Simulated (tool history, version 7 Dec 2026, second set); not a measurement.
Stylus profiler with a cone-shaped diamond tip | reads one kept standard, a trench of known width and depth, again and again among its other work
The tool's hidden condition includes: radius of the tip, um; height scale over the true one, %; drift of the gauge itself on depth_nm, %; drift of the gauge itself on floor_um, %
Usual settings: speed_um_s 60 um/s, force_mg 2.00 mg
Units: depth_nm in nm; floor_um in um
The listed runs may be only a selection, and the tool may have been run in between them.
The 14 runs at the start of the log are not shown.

run,day,speed_um_s,force_mg,scans with this tip,hours of work since the height scale was calibrated,depth_nm,floor_um
15,14.842,60,1.55,981,69,202.30,28.04
16,15.742,60,1.55,1118,78,202.11,28.03
17,16.346,45,3.37,1210,85,203.65,28.11
18,17.117,66,1.66,1327,93,202.25,27.94
19,17.667,66,1.66,1410,99,202.21,27.99
20,18.608,28,1.06,1553,109,201.61,28.09
21,19.408,74,2.91,1674,117,203.21,28.00
# day 19.550: height scale calibrated on a step standard
22,20.212,88,2.00,1793,7,202.55,27.85
23,21.329,204,2.00,1963,19,202.53,27.63
24,22.571,200,3.54,2151,32,203.65,27.69
25,23.842,200,3.54,2344,46,203.69,27.78
26,24.642,98,1.00,2466,54,201.55,27.76
27,25.896,17,1.00,2656,67,201.55,27.97
# day 26.692: height scale calibrated on a step standard, once more
28,26.921,17,1.00,2808,2,201.56,27.99
29,27.846,224,0.82,2949,12,201.22,27.17
30,28.800,36,0.82,3093,22,201.37,27.79
31,29.371,184,3.07,3180,28,203.16,27.60

Below are 4 alternative next runs, each starting from the tool's condition after run 31. Predict each:
A,30.588,137,1.62,3365,41,?,?
B,30.588,24,3.07,3365,41,?,?
C,30.588,202,1.38,3365,41,?,?
D,30.588,98,5.86,3365,41,?,?

run,depth_nm,floor_um
A,202.16,27.58
B,203.30,27.95
C,202.02,27.37
D,205.06,27.83
With the hidden condition removed and each run's random variation left untouched, the same runs would have given:
run,depth_nm,floor_um
A,202.24,27.87
B,203.39,28.24
C,202.10,27.66
D,205.14,28.12
